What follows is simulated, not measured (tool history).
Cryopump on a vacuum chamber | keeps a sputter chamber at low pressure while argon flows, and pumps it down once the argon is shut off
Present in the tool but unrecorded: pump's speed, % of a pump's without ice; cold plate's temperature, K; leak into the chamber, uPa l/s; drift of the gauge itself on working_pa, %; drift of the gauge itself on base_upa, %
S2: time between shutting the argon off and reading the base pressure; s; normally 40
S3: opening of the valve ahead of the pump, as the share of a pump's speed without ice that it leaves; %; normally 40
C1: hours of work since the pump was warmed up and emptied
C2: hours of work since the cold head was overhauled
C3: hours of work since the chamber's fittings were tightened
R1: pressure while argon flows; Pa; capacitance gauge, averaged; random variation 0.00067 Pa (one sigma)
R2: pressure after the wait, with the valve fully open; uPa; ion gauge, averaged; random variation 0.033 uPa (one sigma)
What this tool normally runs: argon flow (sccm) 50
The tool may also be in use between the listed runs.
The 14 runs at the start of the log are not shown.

Run 15, hour 887.7: usual settings; C1 107; C2 2539; C3 191. Result: R1 0.1153 Pa, R2 2.1 uPa.
Run 16, hour 935: usual settings but S3 17 %; C1 142; C2 2574; C3 226. Result: R1 0.2712 Pa, R2 2.23 uPa.
Run 17, hour 998.8: usual settings but argon flow (sccm) 55, S3 17 %; C1 190; C2 2622; C3 274. Result: R1 0.2968 Pa, R2 2.25 uPa.
Run 18, hour 1078.5: usual settings but argon flow (sccm) 34, S2 23 s, S3 17 %; C1 249; C2 2681; C3 333. Result: R1 0.1813 Pa, R2 3.67 uPa.
Run 19, hour 1153.8: usual settings but argon flow (sccm) 34, S2 23 s, S3 17 %; C1 305; C2 2737; C3 389. Result: R1 0.1835 Pa, R2 3.73 uPa.
Run 20, hour 1192.5: usual settings but argon flow (sccm) 80, S2 267 s; C1 334; C2 2766; C3 418. Result: R1 0.189 Pa, R2 1.28 uPa.
Run 21, hour 1240.4: usual settings but argon flow (sccm) 80, S2 267 s, S3 23 %; C1 370; C2 2801; C3 454. Result: R1 0.3231 Pa, R2 1.3 uPa.
Run 22, hour 1298.5: usual settings but argon flow (sccm) 26, S2 267 s, S3 23 %; C1 413; C2 2845; C3 497. Result: R1 0.1053 Pa, R2 1.46 uPa.
Run 23, hour 1369.3: usual settings but argon flow (sccm) 69, S2 195 s, S3 53 %; C1 466; C2 2897; C3 550. Result: R1 0.1272 Pa, R2 1.7 uPa.
Run 24, hour 1412: usual settings but argon flow (sccm) 69, S2 258 s, S3 37 %; C1 497; C2 2929; C3 581. Result: R1 0.1779 Pa, R2 1.58 uPa.
Run 25, hour 1470.4: usual settings but argon flow (sccm) 69, S2 258 s, S3 27 %; C1 541; C2 2973; C3 625. Result: R1 0.2412 Pa, R2 1.83 uPa.
Run 26, hour 1552.3: usual settings but S2 27 s; C1 602; C2 3033; C3 686. Result: R1 0.1226 Pa, R2 4.05 uPa.
Run 27, hour 1608.6: usual settings but S2 143 s, S3 50 %; C1 644; C2 3075; C3 728. Result: R1 0.1009 Pa, R2 2.28 uPa.
Run 28, hour 1695.5: usual settings but argon flow (sccm) 41; C1 708; C2 3140; C3 792. Result: R1 0.1019 Pa, R2 3.48 uPa.
Run 29, hour 1739.3: usual settings but argon flow (sccm) 41; C1 741; C2 3173; C3 825. Result: R1 0.1032 Pa, R2 3.6 uPa.
At hour 1762.6: pump warmed up, emptied and cooled again.
Run 30, hour 1816.5: usual settings but S2 240 s; C1 40; C2 3226; C3 879. Result: R1 0.1146 Pa, R2 2.12 uPa.
Run 31, hour 1890.9: usual settings but argon flow (sccm) 59, S2 48 s, S3 30 %; C1 95; C2 3282; C3 934. Result: R1 0.1808 Pa, R2 3.32 uPa.
Run 32, hour 1972.5: usual settings but argon flow (sccm) 47, S2 246 s; C1 156; C2 3342; C3 995. Result: R1 0.1087 Pa, R2 2.39 uPa.
Run 33, hour 2060.5: usual settings but argon flow (sccm) 47, S2 246 s; C1 222; C2 3408; C3 1060. Result: R1 0.1109 Pa, R2 2.6 uPa.

What if the next run were any one of these 4? Each begins from the tool's condition after run 33:
At hour 2102: leaking fittings of the chamber tightened, without venting.
Run A, hour 2110.4: usual settings but argon flow (sccm) 47, S2 246 s, S3 26 %; C1 257; C2 3444; C3 6. Result: R1 ?, R2 ?.
At hour 2102: leaking fittings of the chamber tightened, without venting.
Run B, hour 2110.4: usual settings but argon flow (sccm) 54, S2 246 s, S3 15 %; C1 257; C2 3444; C3 6. Result: R1 ?, R2 ?.
At hour 2102: leaking fittings of the chamber tightened, without venting.
Run C, hour 2110.4: usual settings but argon flow (sccm) 56, S2 258 s, S3 46 %; C1 257; C2 3444; C3 6. Result: R1 ?, R2 ?.
At hour 2102: leaking fittings of the chamber tightened, without venting.
Run D, hour 2110.4: usual settings but argon flow (sccm) 22, S2 48 s, S3 52 %; C1 257; C2 3444; C3 6. Result: R1 ?, R2 ?.

run      R1    R2
  A  0.1677  0.46
  B  0.3304  0.49
  C  0.1143  0.44
  D  0.0403  1.56
What these runs would have given with no unlogged condition in the tool:
run      R1    R2
  A  0.1633  0.39
  B  0.3253  0.43
  C   0.109  0.38
  D  0.0382  1.49
